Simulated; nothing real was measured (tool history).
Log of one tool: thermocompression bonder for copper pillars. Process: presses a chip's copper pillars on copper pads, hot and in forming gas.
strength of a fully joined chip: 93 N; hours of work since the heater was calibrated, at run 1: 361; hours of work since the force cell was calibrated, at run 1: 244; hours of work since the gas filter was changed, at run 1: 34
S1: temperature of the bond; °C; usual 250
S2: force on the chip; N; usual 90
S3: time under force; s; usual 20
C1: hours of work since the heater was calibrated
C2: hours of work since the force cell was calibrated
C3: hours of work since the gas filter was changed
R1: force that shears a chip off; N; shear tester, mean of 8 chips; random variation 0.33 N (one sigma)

run	hour	S1	S2	S3	C1	C2	C3	R1
1	0.0	250	90	20	361	244	34	47.6
2	9.0	250	90	20	366	249	38	47.2
3	17.5	250	76	20	371	253	43	41.9
4	30.7	250	76	20	378	260	50	42.2
5	36.2	250	76	20	380	263	53	41.5
6	42.3	250	76	20	384	266	56	41.7
7	49.8	250	90	27	388	270	60	52.0
8	60.5	249	90	20	393	276	65	45.9
9	66.7	249	90	20	396	279	69	46.0
10	74.0	249	74	20	400	283	72	40.2
11	84.8	249	109	20	406	288	78	52.5
12	92.3	249	109	20	410	292	82	52.6
13	104.7	249	109	20	416	299	89	52.5
14	113.6	250	90	20	421	303	93	47.1
15	126.0	250	90	40	428	310	100	58.1
16	131.8	250	90	40	431	313	103	58.1
17	137.2	250	57	34	433	316	106	41.1
18	146.1	226	76	17	438	320	110	29.0
19	157.0	226	54	19	444	326	116	22.4
20	164.0	226	54	19	447	330	120	22.7
21	174.2	264	90	20	453	335	125	53.7
# hour 179.8: forming gas filter changed
22	186.8	264	72	20	459	342	4	46.5
23	197.3	264	72	20	465	347	9	47.0
24	204.7	264	72	20	469	351	13	46.5
25	214.1	264	72	20	473	356	18	46.7

Run 26 comes next. What will it give?
26	224.4	277	72	20	479	361	23	?

Run 26 gave R1 52.9 N.
Without the tool's hidden state the same run would have given R1 52.8 N.
